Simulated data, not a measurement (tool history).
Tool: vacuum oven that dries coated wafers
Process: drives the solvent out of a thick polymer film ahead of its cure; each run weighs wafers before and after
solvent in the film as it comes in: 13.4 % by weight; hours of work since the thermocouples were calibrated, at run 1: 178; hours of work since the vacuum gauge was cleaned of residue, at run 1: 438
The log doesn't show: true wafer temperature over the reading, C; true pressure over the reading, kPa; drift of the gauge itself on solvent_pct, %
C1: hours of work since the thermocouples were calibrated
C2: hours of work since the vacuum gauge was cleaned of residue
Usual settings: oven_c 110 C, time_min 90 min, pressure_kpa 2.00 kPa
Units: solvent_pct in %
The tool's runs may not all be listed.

Run 1, hour 0.0: usual settings; C1 178; C2 438. Result: solvent_pct 0.745 %.
Run 2, hour 8.3: usual settings but pressure_kpa 3.82 kPa; C1 184; C2 444. Result: solvent_pct 1.115 %.
Run 3, hour 18.8: usual settings but pressure_kpa 3.82 kPa; C1 192; C2 452. Result: solvent_pct 1.101 %.
Run 4, hour 30.9: usual settings but time_min 75 min, pressure_kpa 3.82 kPa; C1 201; C2 461. Result: solvent_pct 1.363 %.
Run 5, hour 46.5: usual settings but time_min 75 min, pressure_kpa 3.82 kPa; C1 213; C2 472. Result: solvent_pct 1.366 %.
Run 6, hour 61.0: usual settings but time_min 75 min, pressure_kpa 3.82 kPa; C1 223; C2 483. Result: solvent_pct 1.365 %.
Run 7, hour 71.3: usual settings but pressure_kpa 1.13 kPa; C1 231; C2 491. Result: solvent_pct 0.574 %.
Run 8, hour 84.2: usual settings; C1 240; C2 500. Result: solvent_pct 0.748 %.
Run 9, hour 103.5: usual settings; C1 255; C2 514. Result: solvent_pct 0.748 %.
Run 10, hour 116.9: usual settings; C1 265; C2 524. Result: solvent_pct 0.741 %.
Run 11, hour 127.8: usual settings but oven_c 96 C, pressure_kpa 1.39 kPa; C1 273; C2 532. Result: solvent_pct 2.888 %.
Run 12, hour 141.2: usual settings but oven_c 96 C, pressure_kpa 1.39 kPa; C1 283; C2 542. Result: solvent_pct 2.885 %.
Run 13, hour 160.1: usual settings but oven_c 102 C, time_min 50 min, pressure_kpa 2.63 kPa; C1 297; C2 556. Result: solvent_pct 3.875 %.
Run 14, hour 177.5: usual settings but oven_c 116 C, time_min 126 min, pressure_kpa 1.72 kPa; C1 309; C2 569. Result: solvent_pct 0.299 %.
Run 15, hour 195.6: usual settings but oven_c 116 C, time_min 156 min, pressure_kpa 1.72 kPa; C1 323; C2 582. Result: solvent_pct 0.290 %.
Run 16, hour 215.4: usual settings but oven_c 116 C, time_min 156 min, pressure_kpa 1.72 kPa; C1 337; C2 597. Result: solvent_pct 0.292 %.
Run 17, hour 234.5: usual settings but oven_c 116 C, time_min 156 min, pressure_kpa 1.72 kPa; C1 352; C2 611. Result: solvent_pct 0.287 %.
Run 18, hour 248.7: usual settings but oven_c 120 C, pressure_kpa 2.34 kPa; C1 362; C2 622. Result: solvent_pct 0.376 %.
Run 19, hour 260.3: usual settings but oven_c 116 C, pressure_kpa 2.34 kPa; C1 371; C2 630. Result: solvent_pct 0.469 %.

3 ways to go on from here, each from the tool as it stands after run 19. What would each give?
Run A, hour 277.2: usual settings but oven_c 99 C, time_min 95 min, pressure_kpa 3.42 kPa; C1 383; C2 643. Result: solvent_pct ?.
Run B, hour 277.2: usual settings but oven_c 119 C, pressure_kpa 2.34 kPa; C1 383; C2 643. Result: solvent_pct ?.
Run C, hour 277.2: usual settings but oven_c 116 C; C1 383; C2 643. Result: solvent_pct ?.

run  solvent_pct
  A        2.575
  B        0.385
  C        0.418
Without the tool's hidden state the same runs would have given:
run  solvent_pct
  A        2.575
  B        0.385
  C        0.418
